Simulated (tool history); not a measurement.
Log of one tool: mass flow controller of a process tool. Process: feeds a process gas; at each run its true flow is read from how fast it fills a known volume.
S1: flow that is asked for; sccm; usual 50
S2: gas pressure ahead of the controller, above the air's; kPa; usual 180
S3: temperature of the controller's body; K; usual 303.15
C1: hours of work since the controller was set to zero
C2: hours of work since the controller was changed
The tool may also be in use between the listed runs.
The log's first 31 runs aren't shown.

{"run": 32, "day": 328.175, "S1": 31, "S2": 154, "S3": 305.15, "C1": 1376, "C2": 1376, "true flow (%)": 98.18}
{"run": 33, "day": 338.288, "S1": 31, "S2": 240, "S3": 313.15, "C1": 1494, "C2": 1494, "true flow (%)": 97.79}
{"run": 34, "day": 347.625, "S1": 14, "S2": 148, "S3": 305.15, "C1": 1604, "C2": 1604, "true flow (%)": 98}
{"run": 35, "day": 355.658, "S1": 23, "S2": 200, "S3": 306.15, "C1": 1698, "C2": 1698, "true flow (%)": 98.08}
{"run": 36, "day": 367.35, "S1": 18, "S2": 180, "S3": 312.15, "C1": 1835, "C2": 1835, "true flow (%)": 97.69}
{"run": 37, "day": 383.758, "S1": 18, "S2": 180, "S3": 312.15, "C1": 2028, "C2": 2028, "true flow (%)": 97.62}
{"run": 38, "day": 392.412, "S1": 18, "S2": 180, "S3": 312.15, "C1": 2129, "C2": 2129, "true flow (%)": 97.68}
{"run": 39, "day": 406.992, "S1": 19, "S2": 265, "S3": 312.15, "C1": 2300, "C2": 2300, "true flow (%)": 97.6}
{"run": 40, "day": 419.696, "S1": 41, "S2": 164, "S3": 303.15, "C1": 2449, "C2": 2449, "true flow (%)": 98.61}
{"run": 41, "day": 434.854, "S1": 50, "S2": 165, "S3": 303.15, "C1": 2627, "C2": 2627, "true flow (%)": 98.74}
{"run": 42, "day": 444.404, "S1": 86, "S2": 166, "S3": 302.15, "C1": 2739, "C2": 2739, "true flow (%)": 99.48}
{"run": 43, "day": 461.054, "S1": 26, "S2": 142, "S3": 298.15, "C1": 2935, "C2": 2935, "true flow (%)": 98.48}
{"run": 44, "day": 474.121, "S1": 26, "S2": 142, "S3": 298.15, "C1": 3088, "C2": 3088, "true flow (%)": 98.57}
{"run": 45, "day": 489.012, "S1": 98, "S2": 217, "S3": 295.15, "C1": 3263, "C2": 3263, "true flow (%)": 100.05}
{"run": 46, "day": 499.146, "S1": 50, "S2": 201, "S3": 306.15, "C1": 3382, "C2": 3382, "true flow (%)": 98.52}
{"run": 47, "day": 510.55, "S1": 76, "S2": 222, "S3": 311.15, "C1": 3515, "C2": 3515, "true flow (%)": 98.84}
{"run": 48, "day": 523.312, "S1": 15, "S2": 272, "S3": 310.15, "C1": 3665, "C2": 3665, "true flow (%)": 97.53}

4 ways to go on from here, each from the tool as it stands after run 48. What would each give?
{"run": "A", "day": 534.704, "S1": 100, "S2": 180, "S3": 307.15, "C1": 3799, "C2": 3799, "true flow (%)": "?"}
{"run": "B", "day": 534.704, "S1": 17, "S2": 180, "S3": 310.15, "C1": 3799, "C2": 3799, "true flow (%)": "?"}
{"run": "C", "day": 534.704, "S1": 58, "S2": 278, "S3": 311.15, "C1": 3799, "C2": 3799, "true flow (%)": "?"}
{"run": "D", "day": 534.704, "S1": 51, "S2": 212, "S3": 304.15, "C1": 3799, "C2": 3799, "true flow (%)": "?"}

run=A true_flow_(%)=99.62
run=B true_flow_(%)=97.82
run=C true_flow_(%)=98.31
run=D true_flow_(%)=98.76
Without the tool's hidden state the same runs would have given:
run=A true_flow_(%)=99.61
run=B true_flow_(%)=97.8
run=C true_flow_(%)=98.3
run=D true_flow_(%)=98.75

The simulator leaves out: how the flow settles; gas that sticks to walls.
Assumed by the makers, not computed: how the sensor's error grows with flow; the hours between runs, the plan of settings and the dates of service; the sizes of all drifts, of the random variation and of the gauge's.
